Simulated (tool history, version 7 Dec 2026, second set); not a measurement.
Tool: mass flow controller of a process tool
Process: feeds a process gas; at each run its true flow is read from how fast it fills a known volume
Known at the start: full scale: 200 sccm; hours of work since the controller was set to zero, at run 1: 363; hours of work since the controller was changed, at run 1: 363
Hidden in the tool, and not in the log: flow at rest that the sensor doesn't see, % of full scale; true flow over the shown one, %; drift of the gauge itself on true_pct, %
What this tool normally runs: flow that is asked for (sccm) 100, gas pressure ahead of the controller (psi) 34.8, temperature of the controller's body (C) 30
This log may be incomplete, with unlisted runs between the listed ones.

run	day	flow that is asked for (sccm)	gas pressure ahead of the controller (psi)	temperature of the controller's body (C)	hours of work since the controller was set to zero	hours of work since the controller was changed	true flow (%)
1	0.000	100	34.8	30	363	363	99.99
2	5.517	100	24.2	30	417	417	99.57
3	12.167	100	34.8	22	483	483	99.44
4	20.538	100	34.8	35	566	566	100.48
5	24.300	121	34.8	30	603	603	100.33
6	28.275	121	34.8	30	642	642	100.28
7	34.483	121	34.8	30	704	704	100.23
8	41.296	20	25.7	24	771	771	99.70
9	47.342	20	25.7	24	831	831	99.81
10	53.638	100	34.8	21	893	893	99.53
# day 54.021: controller's zero set anew
11	60.508	100	34.8	21	64	961	99.64
12	65.529	84	34.8	32	114	1011	100.43
13	70.967	100	37.0	29	168	1064	100.43
14	79.646	24	37.1	28	253	1150	101.44

Here are 3 independent what-if runs from the current tool condition. What would each one return?
# day 80.479: controller's zero set anew, once more
A	83.529	63	28.6	32	30	1188	?
# day 80.479: controller's zero set anew, once more
B	83.529	100	36.0	23	30	1188	?
# day 80.479: controller's zero set anew, once more
C	83.529	28	39.7	28	30	1188	?

run	true flow (%)
A	99.57
B	99.46
C	99.17
Without the tool's unlogged condition, the same runs would have read:
run	true flow (%)
A	99.14
B	99.05
C	98.67
